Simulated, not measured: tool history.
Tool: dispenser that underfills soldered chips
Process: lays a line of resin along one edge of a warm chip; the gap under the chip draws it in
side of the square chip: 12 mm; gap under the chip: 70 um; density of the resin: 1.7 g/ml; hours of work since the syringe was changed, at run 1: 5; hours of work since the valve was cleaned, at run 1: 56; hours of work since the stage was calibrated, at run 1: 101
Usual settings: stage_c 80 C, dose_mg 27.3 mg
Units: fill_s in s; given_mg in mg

run   hour  stage_c  dose_mg  hours of work since the syringe was changed  hours of work since the valve was cleaned  hours of work since the stage was calibrated  fill_s  given_mg
  1      0       80     27.3                                            5                                         56                                           101    51.7     25.84
       6.3  -- new syringe of resin
  2   13.8       67     27.3                                            6                                         67                                           111    90.9     25.81
      18.7  -- new syringe of resin
  3   20.4       80     27.3                                            1                                         71                                           116    40.7      25.6
  4   26.3       80     27.3                                            6                                         76                                           120    55.1     25.47
      31.1  -- new syringe of resin
      34.6  -- dispensing valve cleaned and set on the balance
  5   36.4       80     27.3                                            3                                          1                                           127    45.8     27.49
      44.2  -- new syringe of resin
  6   45.1       80     27.3                                            1                                          8                                           133    38.8     27.41
  7   52.4       80     27.3                                            6                                         13                                           138    56.6     27.08
      56.8  -- new syringe of resin
  8   63.7       84     27.3                                            5                                         22                                           147    45.7     26.91
      69.3  -- new syringe of resin
  9   73.3       84     27.3                                            3                                         29                                           154    38.7     26.43
 10   79.1       84     27.3                                            7                                         33                                           158      54     26.81
      81.1  -- new syringe of resin
      92.9  -- new syringe of resin
 11   92.9       84     27.3                                            0                                         43                                           168    31.1     26.47
     104.7  -- new syringe of resin
 12  104.7       84     32.3                                            0                                         52                                           177    32.3     30.79
     116.9  -- new syringe of resin
 13  116.9       84     32.3                                            0                                         61                                           186    31.5      30.6
 14  124.4       84     32.3                                            6                                         66                                           191      47     30.63
     128.8  -- new syringe of resin
 15  137.3       84     32.3                                            6                                         76                                           201    50.1     30.19
       141  -- new syringe of resin
     145.1  -- dispensing valve cleaned and set on the balance
 16  148.2       84     32.3                                            5                                          2                                           208    44.8     32.36
     154.2  -- new syringe of resin
 17  155.7       84     32.3                                            1                                          8                                           214    34.4     32.02
 18  162.5       84     32.3                                            6                                         13                                           219    49.3     31.87
     166.1  -- new syringe of resin
 19    169       84     32.3                                            2                                         18                                           223    37.7      31.9
     178.2  -- new syringe of resin
 20  178.2       78     35.2                                            0                                         24                                           230    39.4     34.34
 21  185.4       73     24.9                                            5                                         30                                           236    70.7      24.4
     190.3  -- new syringe of resin
 22  195.7       84     23.6                                            4                                         37                                           243    44.2     22.74
     202.2  -- new syringe of resin
 23  208.9       84     23.6                                            5                                         47                                           253    47.7     22.68
     214.7  -- new syringe of resin
 24  215.1       80       25                                            0                                         52                                           257    39.2     23.94
     226.7  -- new syringe of resin
 25  228.3       81     29.2                                            1                                         61                                           267    39.4     27.55
     238.5  -- new syringe of resin
 26  242.1       81     29.2                                            3                                         71                                           277    43.1     27.44
     250.8  -- new syringe of resin
     256.2  -- dispensing valve cleaned and set on the balance
 27  256.2       81     29.2                                            3                                          0                                           287    44.4     29.07
     264.3  -- new syringe of resin
 28  269.5       81     29.2                                            4                                         10                                           297    46.2     28.97
     276.1  -- new syringe of resin
 29    278       71     25.7                                            1                                         16                                           303      57     25.25
     288.1  -- new syringe of resin
 30  290.2       76     30.3                                            2                                         25                                           312    48.9      29.7
     300.6  -- new syringe of resin
 31  301.4       86     27.5                                            1                                         33                                           320      33     26.63
 32  310.1       86     27.5                                            7                                         40                                           327    49.9     26.51
     313.1  -- new syringe of resin
 33  317.4       80     29.5                                            3                                         45                                           332    48.1     28.37
       325  -- new syringe of resin
 34  325.9       80     30.1                                            1                                         51                                           338      40     28.72
 35  331.9       81     33.4                                            5                                         56                                           343    51.2      31.7
     337.3  -- new syringe of resin
 36  338.1       81     33.4                                            1                                         60                                           347    37.6     31.46

3 ways to go on from here, each from the tool as it stands after run 36. What would each give?
     349.7  -- new syringe of resin
  A  350.1       73       30                                            0                                         69                                           356       ?         ?
     349.7  -- new syringe of resin
  B  350.1       79     27.3                                            0                                         69                                           356       ?         ?
     349.7  -- new syringe of resin
  C  350.1       91     33.4                                            0                                         69                                           356       ?         ?

run  fill_s  given_mg
  A    48.9        28
  B    40.5     25.67
  C    25.2     31.49
Without the tool's hidden state the same runs would have given:
run  fill_s  given_mg
  A    45.8     29.88
  B    37.9      27.4
  C    23.7      33.6
